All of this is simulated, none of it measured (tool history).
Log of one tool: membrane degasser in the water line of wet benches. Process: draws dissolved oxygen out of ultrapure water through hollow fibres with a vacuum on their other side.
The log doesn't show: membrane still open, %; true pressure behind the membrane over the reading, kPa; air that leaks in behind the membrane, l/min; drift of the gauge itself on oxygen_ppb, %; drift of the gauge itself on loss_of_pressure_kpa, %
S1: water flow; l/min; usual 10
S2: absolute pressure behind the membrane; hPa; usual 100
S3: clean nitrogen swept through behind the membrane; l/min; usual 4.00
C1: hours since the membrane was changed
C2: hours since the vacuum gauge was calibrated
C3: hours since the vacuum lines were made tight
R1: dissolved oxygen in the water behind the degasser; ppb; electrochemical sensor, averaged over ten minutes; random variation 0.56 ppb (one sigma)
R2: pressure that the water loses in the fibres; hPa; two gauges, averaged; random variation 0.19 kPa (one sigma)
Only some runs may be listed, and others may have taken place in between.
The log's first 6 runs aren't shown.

run 7 hour=726.2 | S1=10 S2=100 S3=4.00 | C1=7100 C2=535 C3=1449 | R1=51.8 R2=382.2
run 8 hour=825.6 | S1=10 S2=142 S3=4.00 | C1=7200 C2=634 C3=1549 | R1=78.1 R2=384.5
run 9 hour=924.0 | S1=10 S2=203 S3=4.00 | C1=7298 C2=732 C3=1647 | R1=114.0 R2=382.1
run 10 hour=1007.9 | S1=10 S2=90 S3=4.00 | C1=7382 C2=816 C3=1731 | R1=46.5 R2=387.6
run 11 hour=1128.0 | S1=10 S2=100 S3=4.00 | C1=7502 C2=936 C3=1851 | R1=53.5 R2=389.9
run 12 hour=1223.9 | S1=10 S2=100 S3=3.17 | C1=7598 C2=1032 C3=1947 | R1=64.9 R2=384.4
run 13 hour=1326.1 | S1=10 S2=100 S3=3.17 | C1=7700 C2=1135 C3=2049 | R1=63.4 R2=387.7
run 14 hour=1429.4 | S1=10 S2=100 S3=2.27 | C1=7803 C2=1238 C3=2153 | R1=84.3 R2=386.3
run 15 hour=1577.5 | S1=10 S2=100 S3=2.27 | C1=7952 C2=1386 C3=2301 | R1=83.9 R2=390.1
run 16 hour=1739.6 | S1=10 S2=100 S3=4.00 | C1=8114 C2=1548 C3=2463 | R1=53.6 R2=389.7
run 17 hour=1886.2 | S1=10 S2=100 S3=4.00 | C1=8260 C2=1695 C3=2609 | R1=53.7 R2=385.5
run 18 hour=1993.7 | S1=10 S2=100 S3=8.96 | C1=8368 C2=1802 C3=2717 | R1=29.4 R2=390.5
run 19 hour=2128.9 | S1=7 S2=100 S3=4.00 | C1=8503 C2=1937 C3=2852 | R1=32.8 R2=272.1
run 20 hour=2259.0 | S1=7 S2=129 S3=8.15 | C1=8633 C2=2067 C3=2982 | R1=24.4 R2=274.3
run 21 hour=2367.1 | S1=11 S2=89 S3=4.06 | C1=8741 C2=2176 C3=3090 | R1=55.2 R2=432.4
run 22 hour=2548.6 | S1=11 S2=89 S3=4.06 | C1=8923 C2=2357 C3=3272 | R1=54.4 R2=428.9
run 23 hour=2706.3 | S1=11 S2=89 S3=4.06 | C1=9080 C2=2515 C3=3430 | R1=54.5 R2=433.2
run 24 hour=2785.5 | S1=8 S2=76 S3=10.26 | C1=9160 C2=2594 C3=3509 | R1=12.9 R2=316.1
run 25 hour=2906.9 | S1=13 S2=100 S3=3.85 | C1=9281 C2=2715 C3=3630 | R1=89.4 R2=506.7
run 26 hour=3019.5 | S1=6 S2=180 S3=6.73 | C1=9394 C2=2828 C3=3743 | R1=36.3 R2=238.1
run 27 hour=3138.0 | S1=10 S2=100 S3=9.65 | C1=9512 C2=2946 C3=3861 | R1=28.6 R2=392.2
run 28 hour=3265.9 | S1=7 S2=100 S3=9.65 | C1=9640 C2=3074 C3=3989 | R1=15.1 R2=274.8
run 29 hour=3369.0 | S1=10 S2=123 S3=7.14 | C1=9743 C2=3177 C3=4092 | R1=43.6 R2=395.6

Forecast run 30:
run 30 hour=3532.1 | S1=8 S2=72 S3=3.92 | C1=9906 C2=3341 C3=4255 | R1=? R2=?

R1: 25.6 ppb
R2: 316.1 hPa
The same run, on a tool lacking any hidden state, would have yielded R1 22.1 ppb, R2 289.3 hPa.

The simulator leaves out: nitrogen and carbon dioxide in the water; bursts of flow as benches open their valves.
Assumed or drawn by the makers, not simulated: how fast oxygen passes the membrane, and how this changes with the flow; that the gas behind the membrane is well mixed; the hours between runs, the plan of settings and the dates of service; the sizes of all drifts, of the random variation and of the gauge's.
